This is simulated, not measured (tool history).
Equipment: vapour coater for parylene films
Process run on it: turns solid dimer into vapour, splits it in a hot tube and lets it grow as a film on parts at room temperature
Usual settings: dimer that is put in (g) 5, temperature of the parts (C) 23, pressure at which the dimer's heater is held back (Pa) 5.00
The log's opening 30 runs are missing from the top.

| run | hour | dimer that is put in (g) | temperature of the parts (C) | pressure at which the dimer's heater is held back (Pa) | hours of work since the trap's valve was overhauled | hours of work since the table's thermometer was calibrated | thickness of the film (µm) |
|---|---|---|---|---|---|---|---|
| 31 | 1714.3 | 3 | 18 | 5.83 | 95 | 791 | 3.12 |
| 32 | 1785.6 | 3 | 18 | 5.83 | 125 | 821 | 3.19 |
| 33 | 1832.8 | 5 | 23 | 3.88 | 145 | 841 | 4.25 |
| 34 | 1906.3 | 5 | 21 | 3.07 | 176 | 872 | 4.68 |
| 35 | 1983.2 | 5 | 21 | 3.07 | 208 | 904 | 4.62 |
| 36 | 2046.4 | 5 | 21 | 3.07 | 234 | 931 | 4.57 |
| 37 | 2105.5 | 5 | 24 | 10.33 | 259 | 956 | 3.58 |
| 38 | 2163.2 | 5 | 24 | 10.33 | 283 | 980 | 3.60 |
|  | 2182.9 | table's thermometer calibrated |
| 39 | 2232.6 | 6 | 31 | 10.33 | 312 | 21 | 3.02 |
|  | 2256.0 | trap's valve overhauled |
| 40 | 2293.9 | 6 | 29 | 5.29 | 16 | 45 | 3.96 |
| 41 | 2326.5 | 8 | 29 | 5.76 | 30 | 59 | 5.23 |
| 42 | 2384.6 | 3 | 29 | 5.76 | 54 | 83 | 1.90 |

What does the tool deliver on the next run?
| 43 | 2426.9 | 7 | 23 | 7.64 | 72 | 101 | ? |

Run 43 gave thickness of the film (µm) 5.83.
The same run, on a tool lacking any hidden state, would have yielded thickness of the film (µm) 5.96.
